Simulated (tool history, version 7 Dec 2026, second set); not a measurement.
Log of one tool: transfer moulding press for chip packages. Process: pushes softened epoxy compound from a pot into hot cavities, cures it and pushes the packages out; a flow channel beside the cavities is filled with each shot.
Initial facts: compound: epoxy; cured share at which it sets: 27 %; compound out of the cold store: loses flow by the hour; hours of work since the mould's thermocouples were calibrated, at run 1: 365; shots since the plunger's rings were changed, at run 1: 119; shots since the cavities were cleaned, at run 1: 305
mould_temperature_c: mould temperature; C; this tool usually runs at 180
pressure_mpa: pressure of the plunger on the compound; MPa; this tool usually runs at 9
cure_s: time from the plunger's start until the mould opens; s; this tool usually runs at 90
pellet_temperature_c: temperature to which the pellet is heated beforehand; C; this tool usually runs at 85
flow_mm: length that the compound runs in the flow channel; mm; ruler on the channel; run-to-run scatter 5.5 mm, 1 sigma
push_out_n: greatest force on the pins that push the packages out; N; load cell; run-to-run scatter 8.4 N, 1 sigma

run	hour	mould_temperature_c	pressure_mpa	cure_s	pellet_temperature_c	hours of work since the mould's thermocouples were calibrated	shots since the plunger's rings were changed	shots since the cavities were cleaned	incoming compound's hours out of the cold store	flow_mm	push_out_n
1	0	180	9	90	85	365	119	305	21.1	663	553
2	20.7	180	9	90	85	375	287	473	44.7	573	578
3	39.1	180	9	90	85	383	435	621	8.9	708	613
# hour 55.8: cavities cleaned with cleaning compound and waxed
4	66.4	180	9	90	85	395	645	86	17.3	667	433
5	97.2	180	9	90	85	409	894	335	24.1	634	564
6	118.4	180	9	124	85	419	1067	508	24.1	645	531
7	147.6	180	9	90	85	432	1303	744	20.3	648	608
# hour 152.4: cavities cleaned with cleaning compound and waxed
8	179.6	180	9	90	85	446	1550	220	41.2	576	488
9	210.9	180	9	90	85	460	1804	474	32.1	597	591
10	229.6	180	9	90	85	469	1955	625	28.9	621	608
# hour 248.2: cavities cleaned with cleaning compound and waxed
11	259.1	180	9	90	85	482	2182	88	36.3	586	426
12	282	180	9	90	85	492	2368	274	44.1	560	532
13	312.8	180	9	90	85	506	2618	524	43.7	550	574
# hour 343.4: cavities cleaned with cleaning compound and waxed
14	348.5	180	9	90	85	522	2895	42	35.9	572	407
15	375.3	180	9	90	85	534	3112	259	15.8	637	537
16	410.7	180	9	90	85	550	3399	546	30.5	589	596
# hour 436.7: cavities cleaned with cleaning compound and waxed
17	442.2	180	7.53	112	85	564	3643	45	35.9	515	361
18	460.7	172	8.69	93	75	573	3792	194	46.2	540	634
19	490.9	180	9	90	87	586	4037	439	44.4	538	574
20	520	180	9	90	87	600	4273	675	43.3	537	592
# hour 527.3: plunger's sealing rings changed
# hour 535.1: cavities cleaned with cleaning compound and waxed
21	550.3	180	9	90	87	612	174	123	42.6	594	436
22	565.8	179	7.18	90	85	619	300	249	26.6	587	534
23	585.8	179	7.18	90	85	628	462	411	15.4	623	603
# hour 607.4: mould's thermocouples calibrated
24	612.3	179	7.18	90	85	2	661	610	20.8	600	632
# hour 631.6: cavities cleaned with cleaning compound and waxed
25	636.1	180	8.17	90	94	12	841	37	10.6	664	424
26	666.8	180	8.17	90	94	26	1090	286	23.9	603	542
27	687.3	185	9.08	82	94	36	1256	452	32.4	614	560
28	715.6	180	8.46	90	85	49	1485	681	18.3	632	666

Run 29, settings as shown, results not yet in. Your forecast:
# hour 726.7: cavities cleaned with cleaning compound and waxed
29	737.7	180	9.79	72	85	58	1652	89	15.2	?	?

Logged for run 29: flow_mm 691 mm, push_out_n 701 N.
Minus the tool's unlogged condition, the same run would have read flow_mm 716 mm, push_out_n 582 N.

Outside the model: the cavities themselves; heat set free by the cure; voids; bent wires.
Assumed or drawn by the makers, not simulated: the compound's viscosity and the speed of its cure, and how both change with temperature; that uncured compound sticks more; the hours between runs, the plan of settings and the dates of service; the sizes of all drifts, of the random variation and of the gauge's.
